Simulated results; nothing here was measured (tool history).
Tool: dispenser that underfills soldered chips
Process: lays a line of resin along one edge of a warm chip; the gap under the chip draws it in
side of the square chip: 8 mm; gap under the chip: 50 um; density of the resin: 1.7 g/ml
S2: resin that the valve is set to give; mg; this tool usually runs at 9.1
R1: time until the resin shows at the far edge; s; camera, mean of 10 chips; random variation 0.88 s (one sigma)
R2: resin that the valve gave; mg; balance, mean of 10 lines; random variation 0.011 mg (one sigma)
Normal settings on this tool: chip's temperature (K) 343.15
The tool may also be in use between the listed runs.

Run 1, day 0: usual settings. Result: R1 85 s, R2 9.06 mg.
Run 2, day 0.242: usual settings. Result: R1 108.6 s, R2 9.05 mg.
Run 3, day 0.471: usual settings. Result: R1 135.5 s, R2 9.03 mg.
Run 4, day 0.65: usual settings. Result: R1 164.7 s, R2 9 mg.
At day 0.704: new syringe of resin.
Run 5, day 0.938: usual settings but chip's temperature (K) 332.15. Result: R1 164 s, R2 9 mg.
Run 6, day 1.217: usual settings but chip's temperature (K) 332.15. Result: R1 215.3 s, R2 8.96 mg.
Run 7, day 1.371: usual settings but chip's temperature (K) 332.15. Result: R1 256.5 s, R2 8.95 mg.
At day 1.454: new syringe of resin.
Run 8, day 1.629: usual settings but chip's temperature (K) 332.15. Result: R1 159.3 s, R2 8.93 mg.
Run 9, day 1.754: usual settings but chip's temperature (K) 340.15. Result: R1 127.7 s, R2 8.93 mg.
Run 10, day 2.017: usual settings but chip's temperature (K) 340.15. Result: R1 170.1 s, R2 8.92 mg.
At day 2.083: dispensing valve cleaned and set on the balance.
At day 2.25: new syringe of resin.
Run 11, day 2.354: usual settings. Result: R1 92.8 s, R2 9.07 mg.
Run 12, day 2.483: usual settings but chip's temperature (K) 353.15. Result: R1 71.3 s, R2 9.09 mg.
Run 13, day 2.617: usual settings but chip's temperature (K) 353.15. Result: R1 81.9 s, R2 9.05 mg.
Run 14, day 2.833: usual settings. Result: R1 148.5 s, R2 9.03 mg.
At day 2.996: new syringe of resin.
Run 15, day 3.008: usual settings but chip's temperature (K) 349.15. Result: R1 67.7 s, R2 9.04 mg.
Run 16, day 3.288: usual settings but chip's temperature (K) 349.15. Result: R1 88.4 s, R2 9.01 mg.
Run 17, day 3.421: usual settings but chip's temperature (K) 342.15. Result: R1 133.1 s, R2 9 mg.
Run 18, day 3.558: usual settings but chip's temperature (K) 342.15. Result: R1 153.9 s, R2 9 mg.
Run 19, day 3.7: usual settings but chip's temperature (K) 342.15. Result: R1 178.2 s, R2 9 mg.
At day 3.75: new syringe of resin.
Run 20, day 3.967: usual settings but chip's temperature (K) 342.15. Result: R1 110.9 s, R2 8.97 mg.
Run 21, day 4.108: usual settings but chip's temperature (K) 335.15, S2 10.72 mg. Result: R1 166.2 s, R2 10.54 mg.
Run 22, day 4.333: usual settings but chip's temperature (K) 335.15, S2 10.72 mg. Result: R1 205.3 s, R2 10.52 mg.
At day 4.488: new syringe of resin.
Run 23, day 4.617: usual settings but chip's temperature (K) 357.15, S2 9.77 mg. Result: R1 56.9 s, R2 9.57 mg.
Run 24, day 4.862: usual settings but chip's temperature (K) 329.15, S2 7.86 mg. Result: R1 228.5 s, R2 7.67 mg.
At day 4.946: dispensing valve cleaned and set on the balance.
Run 25, day 5.2: usual settings but chip's temperature (K) 346.15, S2 11.09 mg. Result: R1 146.8 s, R2 11.07 mg.
At day 5.283: new syringe of resin.
Run 26, day 5.517: usual settings but chip's temperature (K) 341.15, S2 10.5 mg. Result: R1 114.8 s, R2 10.45 mg.
Run 27, day 5.796: usual settings but chip's temperature (K) 342.15, S2 9.83 mg. Result: R1 146.3 s, R2 9.77 mg.
At day 6.029: new syringe of resin.
Run 28, day 6.046: usual settings but chip's temperature (K) 355.15, S2 8.17 mg. Result: R1 54.3 s, R2 8.1 mg.
Run 29, day 6.25: usual settings but chip's temperature (K) 329.15, S2 11.41 mg. Result: R1 189.2 s, R2 11.3 mg.
Run 30, day 6.446: usual settings but chip's temperature (K) 347.15, S2 8.11 mg. Result: R1 111.5 s, R2 8.04 mg.
Run 31, day 6.575: usual settings but chip's temperature (K) 347.15, S2 8.11 mg. Result: R1 126.3 s, R2 8.01 mg.
At day 6.779: new syringe of resin.
Run 32, day 6.854: usual settings but chip's temperature (K) 340.15, S2 8.13 mg. Result: R1 106.6 s, R2 8.02 mg.
Run 33, day 7.058: usual settings but chip's temperature (K) 346.15, S2 7.79 mg. Result: R1 102 s, R2 7.66 mg.
Run 34, day 7.362: usual settings but chip's temperature (K) 358.15, S2 10.7 mg. Result: R1 85.5 s, R2 10.5 mg.
At day 7.529: new syringe of resin.
Run 35, day 7.654: usual settings but chip's temperature (K) 330.15, S2 9.4 mg. Result: R1 163.9 s, R2 9.2 mg.

What if the next run were any one of these 4? Each begins from the tool's condition after run 35:
At day 7.821: dispensing valve cleaned and set on the balance.
Run A, day 7.958: usual settings but chip's temperature (K) 330.15, S2 10.87 mg. Result: R1 ?, R2 ?.
At day 7.821: dispensing valve cleaned and set on the balance.
Run B, day 7.958: usual settings but chip's temperature (K) 330.15, S2 10.01 mg. Result: R1 ?, R2 ?.
At day 7.821: dispensing valve cleaned and set on the balance.
Run C, day 7.958: usual settings but chip's temperature (K) 333.15, S2 9.4 mg. Result: R1 ?, R2 ?.
At day 7.821: dispensing valve cleaned and set on the balance.
Run D, day 7.958: usual settings but chip's temperature (K) 355.15, S2 9.95 mg. Result: R1 ?, R2 ?.

run     R1     R2
  A  220.5  10.87
  B  215.8   9.99
  C  194.9   9.36
  D     78   9.92
Had the tool no hidden state, the same runs would have come out as:
run     R1     R2
  A  144.3  10.89
  B  141.1  10.01
  C  127.5   9.38
  D   51.2   9.94

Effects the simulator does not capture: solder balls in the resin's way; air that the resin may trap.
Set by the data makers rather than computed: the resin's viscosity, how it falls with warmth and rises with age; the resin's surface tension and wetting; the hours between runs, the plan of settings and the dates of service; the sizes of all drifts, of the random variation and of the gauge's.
